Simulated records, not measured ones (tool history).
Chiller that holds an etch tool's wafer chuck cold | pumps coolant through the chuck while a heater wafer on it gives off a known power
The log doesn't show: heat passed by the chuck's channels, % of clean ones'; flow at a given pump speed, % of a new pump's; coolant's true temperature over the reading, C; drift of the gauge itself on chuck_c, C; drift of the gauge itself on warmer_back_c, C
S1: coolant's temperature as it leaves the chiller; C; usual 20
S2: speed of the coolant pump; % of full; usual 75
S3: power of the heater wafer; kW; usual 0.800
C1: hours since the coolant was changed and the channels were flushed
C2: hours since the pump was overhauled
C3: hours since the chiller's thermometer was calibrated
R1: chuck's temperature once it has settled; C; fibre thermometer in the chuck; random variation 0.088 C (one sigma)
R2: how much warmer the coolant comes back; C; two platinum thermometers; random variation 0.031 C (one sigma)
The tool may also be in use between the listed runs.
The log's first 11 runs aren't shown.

| run | hour | S1 | S2 | S3 | C1 | C2 | C3 | R1 | R2 |
|---|---|---|---|---|---|---|---|---|---|
| 12 | 397.6 | 20 | 75 | 0.800 | 5971 | 1686 | 3782 | 27.29 | 2.83 |
| 13 | 433.5 | 25 | 75 | 0.800 | 6007 | 1722 | 3818 | 32.01 | 2.85 |
| 14 | 458.3 | 25 | 75 | 0.800 | 6032 | 1747 | 3842 | 32.08 | 2.88 |
| 15 | 482.4 | 25 | 75 | 1.087 | 6056 | 1771 | 3867 | 34.47 | 3.81 |
| 16 | 503.7 | 25 | 75 | 1.087 | 6077 | 1792 | 3888 | 34.30 | 3.87 |
| 17 | 556.1 | 25 | 75 | 1.087 | 6130 | 1845 | 3940 | 34.45 | 3.87 |
| 18 | 603.9 | 25 | 90 | 1.087 | 6177 | 1893 | 3988 | 33.61 | 3.20 |
| 19 | 653.0 | 30 | 63 | 0.442 | 6226 | 1942 | 4037 | 34.68 | 1.89 |
| 20 | 694.8 | 13 | 63 | 0.983 | 6268 | 1984 | 4079 | 22.55 | 4.18 |
|  | 718.1 | chiller's thermometer calibrated |
| 21 | 724.0 | 20 | 61 | 0.642 | 6296 | 2012 | 6 | 25.96 | 2.78 |
| 22 | 773.9 | 20 | 61 | 0.642 | 6346 | 2062 | 56 | 26.07 | 2.85 |
| 23 | 811.9 | 14 | 69 | 0.800 | 6384 | 2100 | 94 | 21.05 | 3.09 |
| 24 | 856.8 | 29 | 75 | 0.518 | 6429 | 2145 | 139 | 33.30 | 1.89 |
| 25 | 899.5 | 29 | 92 | 0.693 | 6472 | 2187 | 181 | 34.15 | 2.04 |
| 26 | 947.1 | 20 | 86 | 0.846 | 6519 | 2235 | 229 | 26.46 | 2.65 |
| 27 | 975.0 | 30 | 98 | 1.172 | 6547 | 2263 | 257 | 38.29 | 3.18 |
| 28 | 1001.0 | 11 | 75 | 0.800 | 6573 | 2289 | 283 | 17.75 | 2.88 |
| 29 | 1045.1 | 11 | 75 | 0.800 | 6618 | 2333 | 327 | 17.56 | 2.88 |
| 30 | 1095.3 | 21 | 87 | 0.885 | 6668 | 2383 | 377 | 27.58 | 2.78 |
| 31 | 1125.7 | 12 | 92 | 0.885 | 6698 | 2413 | 408 | 18.57 | 2.56 |
| 32 | 1148.6 | 12 | 92 | 0.885 | 6721 | 2436 | 431 | 18.66 | 2.59 |
| 33 | 1198.3 | 19 | 92 | 0.840 | 6771 | 2486 | 480 | 25.13 | 2.46 |

Forecast each of these 3 alternatives for the next run:
| A | 1241.3 | 23 | 92 | 1.019 | 6814 | 2529 | 523 | ? | ? |
| B | 1241.3 | 12 | 71 | 0.582 | 6814 | 2529 | 523 | ? | ? |
| C | 1241.3 | 17 | 83 | 0.840 | 6814 | 2529 | 523 | ? | ? |

| run | R1 | R2 |
|---|---|---|
| A | 30.50 | 2.89 |
| B | 16.92 | 2.21 |
| C | 23.58 | 2.72 |
Without the tool's hidden state the same runs would have given:
| run | R1 | R2 |
|---|---|---|
| A | 29.73 | 2.80 |
| B | 16.37 | 2.14 |
| C | 22.89 | 2.64 |
